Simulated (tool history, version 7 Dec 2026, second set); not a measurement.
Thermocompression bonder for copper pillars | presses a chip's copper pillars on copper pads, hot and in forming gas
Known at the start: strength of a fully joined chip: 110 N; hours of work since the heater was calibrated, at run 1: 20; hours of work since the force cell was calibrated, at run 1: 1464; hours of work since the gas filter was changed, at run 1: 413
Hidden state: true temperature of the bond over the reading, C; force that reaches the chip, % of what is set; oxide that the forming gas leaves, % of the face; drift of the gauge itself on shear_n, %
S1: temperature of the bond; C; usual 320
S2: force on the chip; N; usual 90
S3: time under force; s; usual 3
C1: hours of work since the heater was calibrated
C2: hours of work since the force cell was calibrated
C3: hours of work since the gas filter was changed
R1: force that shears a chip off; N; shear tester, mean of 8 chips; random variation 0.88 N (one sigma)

run	hour	S1	S2	S3	C1	C2	C3	R1
1	0.0	320	90	3	20	1464	413	68.8
# hour 25.2: forming gas filter changed
2	71.8	320	90	3	69	1512	32	77.3
3	111.5	320	90	3	96	1539	59	74.6
4	161.0	320	90	3	129	1573	92	75.6
5	238.2	320	90	3	182	1625	145	74.4
6	311.9	320	90	3	232	1675	195	72.5
7	386.0	320	90	3	282	1726	245	72.0
8	441.6	320	90	3	320	1763	283	70.9
9	495.9	320	90	3	356	1800	320	69.8
10	534.3	320	90	3	383	1826	346	69.5
11	610.9	320	90	3	435	1878	398	68.6
# hour 661.8: forming gas filter changed
12	671.4	320	63	3	475	1919	7	57.0
13	710.6	320	63	3	502	1946	33	55.3
14	758.1	320	63	4	534	1978	65	60.6
15	814.2	320	63	4	572	2016	103	61.8
16	882.4	320	90	3	618	2062	150	73.5
17	937.6	320	90	3	656	2100	187	71.8
18	1011.6	320	90	3	706	2150	237	70.6
# hour 1053.6: force cell calibrated
19	1053.6	320	90	3	734	0	265	66.7
20	1122.3	320	90	3	780	47	312	65.2
21	1166.7	329	90	3	811	77	342	69.7
22	1242.3	304	90	4	862	128	393	58.8
23	1283.0	302	107	3	889	156	421	59.6
# hour 1294.7: forming gas filter changed
24	1325.6	317	87	4	918	184	21	71.5
25	1373.7	317	87	4	951	217	54	68.9
26	1418.7	297	87	2	981	248	84	44.3
27	1490.9	313	97	9	1030	297	133	86.6
28	1535.6	340	65	3	1061	327	164	62.0
29	1567.4	338	73	7	1082	348	185	82.1
30	1605.3	320	57	4	1108	374	211	49.7
31	1673.4	320	57	4	1154	420	257	48.9
32	1714.0	320	81	3	1182	448	285	59.6
33	1761.3	320	81	3	1214	480	317	59.2
34	1831.0	297	56	3	1261	527	364	30.7
35	1881.7	311	121	9	1296	562	398	87.8
# hour 1932.0: forming gas filter changed
36	1939.6	302	90	2	1334	601	5	47.5
37	2013.5	307	133	4	1385	651	55	83.1
38	2066.9	312	126	4	1421	687	92	83.4
39	2140.2	320	76	2	1471	737	141	50.1
40	2204.8	318	75	5	1515	781	185	63.2

Hidden state or all else? Some run-to-run changes of R1, split into what the settings, what came in and random variation would give without the hidden state, and what is left for the hidden state (with any gauge scatter that isn't in both results):
Run 1 -> 2: forming gas filter changed. R1 +8.5 N: hidden state +6.0, all else +2.5.
Run 11 -> 12: S2 90 -> 63, forming gas filter changed. R1 -11.6 N: hidden state +6.3, all else -17.9.
Run 26 -> 27: S1 297 -> 313, S2 87 -> 97, S3 2 -> 9. R1 +42.3 N: hidden state -1.6, all else +43.9.
Run 34 -> 35: S1 297 -> 311, S2 56 -> 121, S3 3 -> 9. R1 +57.1 N: hidden state -5.6, all else +62.7.
Run 35 -> 36: S1 311 -> 302, S2 121 -> 90, S3 9 -> 2, forming gas filter changed. R1 -40.3 N: hidden state +7.2, all else -47.5.

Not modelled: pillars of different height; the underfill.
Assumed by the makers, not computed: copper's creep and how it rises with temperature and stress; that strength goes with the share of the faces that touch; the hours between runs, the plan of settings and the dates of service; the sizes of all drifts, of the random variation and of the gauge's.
